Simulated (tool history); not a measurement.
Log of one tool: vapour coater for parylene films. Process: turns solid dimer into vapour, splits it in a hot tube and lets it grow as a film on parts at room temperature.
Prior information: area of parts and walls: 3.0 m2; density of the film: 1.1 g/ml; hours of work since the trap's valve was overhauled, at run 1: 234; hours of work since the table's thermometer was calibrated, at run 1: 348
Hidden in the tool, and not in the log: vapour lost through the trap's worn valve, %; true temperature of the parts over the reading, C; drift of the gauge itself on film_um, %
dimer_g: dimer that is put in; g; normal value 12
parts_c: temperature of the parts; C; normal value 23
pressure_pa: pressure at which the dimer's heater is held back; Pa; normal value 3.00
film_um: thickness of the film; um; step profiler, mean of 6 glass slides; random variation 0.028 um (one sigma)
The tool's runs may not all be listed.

run	hour	dimer_g	parts_c	pressure_pa	hours of work since the trap's valve was overhauled	hours of work since the table's thermometer was calibrated	film_um
1	0.0	12	23	3.00	234	348	2.84
# hour 17.6: trap's valve overhauled
2	40.8	12	23	3.00	19	379	3.15
3	94.9	9	23	3.00	65	424	2.35
4	126.4	20	23	3.00	91	451	5.03
5	160.1	20	23	3.00	119	479	4.97
6	213.9	20	23	3.00	165	524	4.85
7	268.2	20	23	3.00	210	570	4.78
# hour 311.4: trap's valve overhauled
8	329.3	20	23	3.00	15	617	5.21
9	359.9	20	23	3.00	41	643	5.24
10	384.8	5	16	3.00	62	664	1.39
11	417.5	10	19	4.79	89	691	2.76
12	457.5	7	17	5.69	122	725	1.90

Alternative continuations, all from the tool just after run 12; predict every row:
A	488.5	19	17	5.69	148	751	?
B	488.5	12	28	2.97	148	751	?
C	488.5	18	17	5.69	148	751	?
D	488.5	5	23	7.23	148	751	?

run	film_um
A	5.07
B	2.35
C	4.84
D	1.00
Stripped of hidden state, with their random variation kept, the same runs would have yielded:
run	film_um
A	5.58
B	2.52
C	5.33
D	1.07
